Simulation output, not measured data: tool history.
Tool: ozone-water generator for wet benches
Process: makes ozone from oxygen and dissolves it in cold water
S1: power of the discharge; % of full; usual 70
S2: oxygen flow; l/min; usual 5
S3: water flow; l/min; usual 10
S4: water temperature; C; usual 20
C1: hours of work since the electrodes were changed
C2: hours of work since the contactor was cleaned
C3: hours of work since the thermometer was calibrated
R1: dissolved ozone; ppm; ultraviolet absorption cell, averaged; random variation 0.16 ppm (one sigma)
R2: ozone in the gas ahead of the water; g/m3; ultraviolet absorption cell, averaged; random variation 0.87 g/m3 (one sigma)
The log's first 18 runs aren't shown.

run	hour	S1	S2	S3	S4	C1	C2	C3	R1	R2
19	2835.4	99	3.76	9	25	3845	8007	1432	30.1	225.8
20	2964.3	62	6.7	11	13	3962	8124	1550	19.9	107.1
21	3094	62	6.7	11	13	4080	8242	1668	19.7	106.8
22	3193	57	8.73	10	20	4171	8332	1758	15.5	85.5
23	3325.6	57	8.73	10	20	4292	8453	1879	15.6	84.2
24	3471.1	57	8.73	10	20	4424	8586	2012	15.6	84.1
25	3601.5	57	8.73	10	16	4543	8705	2130	17.1	84
26	3718.2	57	8.73	10	16	4650	8811	2237	17.1	84.7
27	3826.8	57	8.73	10	16	4749	8910	2336	16.9	85.1
28	4035.2	57	8.73	10	16	4939	9100	2526	17.2	84.6
29	4154	70	4.3	9	27	5047	9209	2634	20.7	154.3
30	4347.5	70	8.95	9	21	5223	9385	2811	19.1	100.1
# hour 4469.1: water thermometer calibrated
31	4539.5	78	6.92	10	20	5398	9560	64	21.8	127.8
32	4664.7	78	6.92	10	14	5512	9674	178	25.2	127
33	4786.3	78	4.38	14	22	5623	9785	289	18.3	168.7

3 ways to go on from here, each from the tool as it stands after run 33. What would each give?
A	4885	70	2.9	10	21	5713	9875	379	?	?
B	4885	70	5	8	20	5713	9875	379	?	?
C	4885	97	3.34	14	22	5713	9875	379	?	?

run	R1	R2
A	23.5	194.1
B	25.2	141.9
C	22.8	237.1
Without the tool's hidden state the same runs would have given:
run	R1	R2
A	23.5	194.3
B	25.2	141.9
C	22.9	237.3
